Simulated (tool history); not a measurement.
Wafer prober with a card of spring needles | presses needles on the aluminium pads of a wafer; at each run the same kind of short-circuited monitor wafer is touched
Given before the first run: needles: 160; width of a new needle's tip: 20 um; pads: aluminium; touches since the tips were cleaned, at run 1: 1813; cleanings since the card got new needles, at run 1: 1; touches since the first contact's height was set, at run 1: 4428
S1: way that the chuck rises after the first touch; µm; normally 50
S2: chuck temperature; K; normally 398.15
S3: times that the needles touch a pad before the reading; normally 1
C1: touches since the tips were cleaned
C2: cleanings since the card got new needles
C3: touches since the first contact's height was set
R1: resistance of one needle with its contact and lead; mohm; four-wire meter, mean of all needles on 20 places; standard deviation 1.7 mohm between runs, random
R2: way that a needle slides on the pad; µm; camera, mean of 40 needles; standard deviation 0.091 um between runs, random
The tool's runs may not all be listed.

{"run": 1, "hour": 0.0, "S1": 50, "S2": 398.15, "S3": 1, "C1": 1813, "C2": 1, "C3": 4428, "R1": 208, "R2": 7.28}
{"hour": 2.2, "done": "tips cleaned on abrasive film"}
{"run": 2, "hour": 10.6, "S1": 38, "S2": 398.15, "S3": 1, "C1": 1496, "C2": 2, "C3": 6309, "R1": 234, "R2": 5.45}
{"hour": 14.1, "done": "tips cleaned on abrasive film"}
{"run": 3, "hour": 25.0, "S1": 50, "S2": 348.15, "S3": 1, "C1": 1946, "C2": 3, "C3": 8875, "R1": 200, "R2": 7.17}
{"hour": 26.0, "done": "tips cleaned on abrasive film"}
{"hour": 38.1, "done": "tips cleaned on abrasive film"}
{"run": 4, "hour": 39.1, "S1": 50, "S2": 398.15, "S3": 3, "C1": 183, "C2": 5, "C3": 11381, "R1": 180, "R2": 7.08}
{"hour": 50.3, "done": "tips cleaned on abrasive film"}
{"run": 5, "hour": 50.3, "S1": 50, "S2": 398.15, "S3": 2, "C1": 0, "C2": 6, "C3": 13355, "R1": 177, "R2": 7}
{"run": 6, "hour": 61.1, "S1": 50, "S2": 398.15, "S3": 2, "C1": 1952, "C2": 6, "C3": 15307, "R1": 199, "R2": 7.1}
{"hour": 62.3, "done": "tips cleaned on abrasive film"}
{"hour": 74.8, "done": "tips cleaned on abrasive film"}
{"run": 7, "hour": 77.5, "S1": 50, "S2": 398.15, "S3": 3, "C1": 476, "C2": 8, "C3": 18200, "R1": 176, "R2": 7.08}
{"hour": 87.4, "done": "tips cleaned on abrasive film"}
{"run": 8, "hour": 87.8, "S1": 50, "S2": 398.15, "S3": 3, "C1": 86, "C2": 9, "C3": 20043, "R1": 178, "R2": 7.1}
{"hour": 99.7, "done": "tips cleaned on abrasive film"}
{"run": 9, "hour": 103.1, "S1": 33, "S2": 344.15, "S3": 1, "C1": 616, "C2": 10, "C3": 22765, "R1": 218, "R2": 4.47}
{"hour": 112.0, "done": "tips cleaned on abrasive film"}
{"run": 10, "hour": 115.0, "S1": 30, "S2": 344.15, "S3": 2, "C1": 534, "C2": 11, "C3": 24879, "R1": 209, "R2": 4.15}

Estimate the outcome of run 11 from the log above:
{"hour": 124.8, "done": "tips cleaned on abrasive film"}
{"run": 11, "hour": 132.4, "S1": 30, "S2": 344.15, "S3": 1, "C1": 1376, "C2": 12, "C3": 27989, "R1": "?", "R2": "?"}

R1: 262 mohm
R2: 4.22 µm
With no hidden state in the tool, this same run would have given R1 187 mohm, R2 4.32 µm.
